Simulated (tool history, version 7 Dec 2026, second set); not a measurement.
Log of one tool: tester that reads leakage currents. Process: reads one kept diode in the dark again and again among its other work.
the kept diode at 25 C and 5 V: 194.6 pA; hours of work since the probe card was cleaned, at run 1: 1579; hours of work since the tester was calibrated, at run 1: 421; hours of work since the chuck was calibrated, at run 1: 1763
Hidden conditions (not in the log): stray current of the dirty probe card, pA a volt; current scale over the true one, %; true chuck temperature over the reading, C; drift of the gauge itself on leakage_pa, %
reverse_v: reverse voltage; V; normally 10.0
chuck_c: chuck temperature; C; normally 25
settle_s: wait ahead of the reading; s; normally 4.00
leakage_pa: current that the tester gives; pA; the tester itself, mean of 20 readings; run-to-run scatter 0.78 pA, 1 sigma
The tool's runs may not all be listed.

| run | day | reverse_v | chuck_c | settle_s | hours of work since the probe card was cleaned | hours of work since the tester was calibrated | hours of work since the chuck was calibrated | leakage_pa |
|---|---|---|---|---|---|---|---|---|
| 1 | 0.000 | 10.0 | 25 | 4.00 | 1579 | 421 | 1763 | 295.88 |
| 2 | 2.425 | 10.0 | 25 | 4.00 | 1611 | 453 | 1794 | 296.54 |
| 3 | 4.846 | 10.0 | 25 | 4.00 | 1643 | 485 | 1826 | 296.00 |
| 4 | 6.812 | 17.6 | 25 | 4.00 | 1669 | 511 | 1852 | 382.31 |
| 5 | 8.104 | 17.6 | 25 | 4.00 | 1686 | 528 | 1869 | 383.69 |
| 6 | 9.783 | 10.0 | 25 | 4.00 | 1708 | 550 | 1891 | 298.23 |
| 7 | 12.021 | 10.0 | 25 | 4.00 | 1737 | 579 | 1920 | 298.87 |
| 8 | 13.429 | 10.0 | 25 | 2.30 | 1756 | 598 | 1939 | 300.95 |
|  | 15.050 | chuck's temperature calibrated |
| 9 | 15.708 | 10.0 | 25 | 0.58 | 1784 | 627 | 9 | 269.09 |
| 10 | 17.021 | 10.0 | 25 | 4.00 | 1802 | 644 | 26 | 266.96 |
| 11 | 19.029 | 10.0 | 25 | 4.00 | 1828 | 670 | 52 | 266.85 |
| 12 | 20.642 | 10.0 | 25 | 4.00 | 1849 | 691 | 73 | 265.78 |
| 13 | 22.079 | 10.0 | 25 | 4.00 | 1868 | 710 | 92 | 267.23 |
| 14 | 23.558 | 10.0 | 25 | 4.00 | 1887 | 730 | 112 | 268.11 |
| 15 | 25.325 | 10.0 | 25 | 4.00 | 1911 | 753 | 135 | 269.11 |
| 16 | 26.500 | 10.0 | 22 | 4.00 | 1926 | 768 | 150 | 210.50 |
| 17 | 27.738 | 5.1 | 22 | 4.00 | 1942 | 785 | 167 | 156.86 |
| 18 | 29.371 | 5.1 | 22 | 4.00 | 1964 | 806 | 188 | 157.16 |
| 19 | 31.100 | 10.0 | 30 | 4.00 | 1987 | 829 | 211 | 402.50 |
| 20 | 32.321 | 10.0 | 30 | 4.00 | 2003 | 845 | 227 | 403.05 |
| 21 | 34.646 | 10.0 | 30 | 4.00 | 2033 | 875 | 257 | 405.47 |
| 22 | 35.971 | 9.6 | 24 | 1.33 | 2050 | 893 | 275 | 245.76 |
| 23 | 38.317 | 1.8 | 25 | 1.56 | 2081 | 924 | 306 | 130.32 |
| 24 | 40.404 | 1.8 | 25 | 1.56 | 2109 | 951 | 333 | 130.96 |
| 25 | 42.183 | 4.8 | 32 | 1.21 | 2132 | 974 | 356 | 350.73 |
|  | 43.192 | probe card cleaned and baked |
| 26 | 44.275 | 4.8 | 32 | 1.21 | 14 | 1000 | 382 | 346.48 |

Estimate the outcome of run 27 from the log above:
| 27 | 45.508 | 1.2 | 32 | 3.38 | 30 | 1016 | 398 | ? |

{"run 27": {"leakage_pa": 194.99}}
Take away the tool's hidden state, keep the run-to-run variation as it was, and the same run would have given leakage_pa 193.47 pA.
